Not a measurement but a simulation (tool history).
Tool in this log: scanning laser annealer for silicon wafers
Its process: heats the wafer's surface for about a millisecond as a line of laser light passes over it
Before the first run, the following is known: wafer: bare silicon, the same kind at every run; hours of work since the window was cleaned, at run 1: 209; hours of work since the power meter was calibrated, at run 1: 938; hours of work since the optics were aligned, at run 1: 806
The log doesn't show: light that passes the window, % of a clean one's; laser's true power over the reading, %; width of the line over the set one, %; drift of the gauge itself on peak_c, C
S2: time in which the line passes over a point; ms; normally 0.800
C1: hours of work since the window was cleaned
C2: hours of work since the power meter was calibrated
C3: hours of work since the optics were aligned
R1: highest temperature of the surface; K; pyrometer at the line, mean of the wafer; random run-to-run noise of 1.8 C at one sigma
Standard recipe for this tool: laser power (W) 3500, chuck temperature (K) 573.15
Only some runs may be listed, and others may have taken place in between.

{"run": 1, "hour": 0.0, "laser power (W)": 3500, "S2": 0.8, "chuck temperature (K)": 573.15, "C1": 209, "C2": 938, "C3": 806, "R1": 1294.15}
{"run": 2, "hour": 44.9, "laser power (W)": 3500, "S2": 0.8, "chuck temperature (K)": 573.15, "C1": 236, "C2": 966, "C3": 833, "R1": 1295.15}
{"run": 3, "hour": 108.3, "laser power (W)": 3500, "S2": 0.8, "chuck temperature (K)": 573.15, "C1": 275, "C2": 1004, "C3": 872, "R1": 1289.15}
{"run": 4, "hour": 141.2, "laser power (W)": 3500, "S2": 0.8, "chuck temperature (K)": 573.15, "C1": 294, "C2": 1024, "C3": 892, "R1": 1286.15}
{"run": 5, "hour": 188.3, "laser power (W)": 3695, "S2": 0.8, "chuck temperature (K)": 573.15, "C1": 323, "C2": 1052, "C3": 920, "R1": 1329.15}
{"run": 6, "hour": 256.2, "laser power (W)": 3821, "S2": 0.8, "chuck temperature (K)": 573.15, "C1": 364, "C2": 1094, "C3": 962, "R1": 1363.15}
{"hour": 295.7, "done": "optics aligned, line set to its width"}
{"run": 7, "hour": 311.6, "laser power (W)": 3821, "S2": 0.8, "chuck temperature (K)": 573.15, "C1": 395, "C2": 1124, "C3": 10, "R1": 1381.15}
{"run": 8, "hour": 377.6, "laser power (W)": 3821, "S2": 0.8, "chuck temperature (K)": 573.15, "C1": 435, "C2": 1164, "C3": 50, "R1": 1373.15}
{"run": 9, "hour": 407.8, "laser power (W)": 3821, "S2": 0.8, "chuck temperature (K)": 573.15, "C1": 453, "C2": 1183, "C3": 68, "R1": 1370.15}
{"run": 10, "hour": 448.0, "laser power (W)": 3821, "S2": 0.8, "chuck temperature (K)": 573.15, "C1": 478, "C2": 1207, "C3": 92, "R1": 1368.15}
{"run": 11, "hour": 486.2, "laser power (W)": 3500, "S2": 0.8, "chuck temperature (K)": 573.15, "C1": 501, "C2": 1230, "C3": 116, "R1": 1281.15}
{"run": 12, "hour": 515.7, "laser power (W)": 3500, "S2": 0.8, "chuck temperature (K)": 573.15, "C1": 519, "C2": 1248, "C3": 133, "R1": 1279.15}
{"hour": 549.1, "done": "window over the wafer cleaned"}
{"run": 13, "hour": 586.4, "laser power (W)": 3500, "S2": 0.8, "chuck temperature (K)": 573.15, "C1": 23, "C2": 1290, "C3": 175, "R1": 1325.15}
{"run": 14, "hour": 645.2, "laser power (W)": 3500, "S2": 0.8, "chuck temperature (K)": 573.15, "C1": 58, "C2": 1325, "C3": 211, "R1": 1320.15}
{"run": 15, "hour": 711.1, "laser power (W)": 3500, "S2": 0.8, "chuck temperature (K)": 573.15, "C1": 98, "C2": 1365, "C3": 251, "R1": 1319.15}
{"run": 16, "hour": 779.5, "laser power (W)": 3045, "S2": 0.841, "chuck temperature (K)": 573.15, "C1": 140, "C2": 1407, "C3": 292, "R1": 1206.15}
{"run": 17, "hour": 820.3, "laser power (W)": 3693, "S2": 0.865, "chuck temperature (K)": 573.15, "C1": 165, "C2": 1432, "C3": 317, "R1": 1389.15}
{"run": 18, "hour": 884.3, "laser power (W)": 3690, "S2": 0.865, "chuck temperature (K)": 592.15, "C1": 203, "C2": 1470, "C3": 356, "R1": 1400.15}
{"run": 19, "hour": 920.9, "laser power (W)": 3450, "S2": 0.865, "chuck temperature (K)": 542.15, "C1": 226, "C2": 1493, "C3": 378, "R1": 1282.15}
{"run": 20, "hour": 957.0, "laser power (W)": 3450, "S2": 0.792, "chuck temperature (K)": 601.15, "C1": 247, "C2": 1515, "C3": 400, "R1": 1311.15}
{"hour": 964.2, "done": "laser's power meter calibrated"}
{"run": 21, "hour": 996.6, "laser power (W)": 3450, "S2": 0.792, "chuck temperature (K)": 601.15, "C1": 270, "C2": 20, "C3": 422, "R1": 1303.15}
{"run": 22, "hour": 1063.3, "laser power (W)": 3500, "S2": 0.734, "chuck temperature (K)": 562.15, "C1": 310, "C2": 60, "C3": 463, "R1": 1249.15}
{"run": 23, "hour": 1110.1, "laser power (W)": 3500, "S2": 0.734, "chuck temperature (K)": 562.15, "C1": 339, "C2": 89, "C3": 491, "R1": 1246.15}
{"hour": 1158.5, "done": "laser's power meter calibrated, once more"}
{"run": 24, "hour": 1185.4, "laser power (W)": 3500, "S2": 0.734, "chuck temperature (K)": 562.15, "C1": 382, "C2": 16, "C3": 535, "R1": 1254.15}
{"run": 25, "hour": 1249.3, "laser power (W)": 3500, "S2": 0.734, "chuck temperature (K)": 562.15, "C1": 421, "C2": 55, "C3": 574, "R1": 1253.15}
{"run": 26, "hour": 1302.1, "laser power (W)": 3500, "S2": 0.734, "chuck temperature (K)": 562.15, "C1": 453, "C2": 87, "C3": 606, "R1": 1251.15}
{"run": 27, "hour": 1360.9, "laser power (W)": 3815, "S2": 0.618, "chuck temperature (K)": 583.15, "C1": 489, "C2": 123, "C3": 641, "R1": 1290.15}
{"run": 28, "hour": 1430.9, "laser power (W)": 3500, "S2": 0.972, "chuck temperature (K)": 564.15, "C1": 531, "C2": 165, "C3": 684, "R1": 1333.15}
{"hour": 1441.2, "done": "window over the wafer cleaned"}
{"run": 29, "hour": 1501.4, "laser power (W)": 3500, "S2": 0.882, "chuck temperature (K)": 573.15, "C1": 36, "C2": 207, "C3": 725, "R1": 1354.15}

Alternative continuations, all from the tool just after run 29; predict every row:
{"run": "A", "hour": 1564.1, "laser power (W)": 3397, "S2": 0.8, "chuck temperature (K)": 606.15, "C1": 75, "C2": 245, "C3": 763, "R1": "?"}
{"run": "B", "hour": 1564.1, "laser power (W)": 3500, "S2": 0.739, "chuck temperature (K)": 573.15, "C1": 75, "C2": 245, "C3": 763, "R1": "?"}
{"run": "C", "hour": 1564.1, "laser power (W)": 3714, "S2": 0.882, "chuck temperature (K)": 573.15, "C1": 75, "C2": 245, "C3": 763, "R1": "?"}

run=A R1=1327.15
run=B R1=1293.15
run=C R1=1414.15
Had the tool no hidden state, the same runs would have come out as:
run=A R1=1348.15
run=B R1=1315.15
run=C R1=1438.15
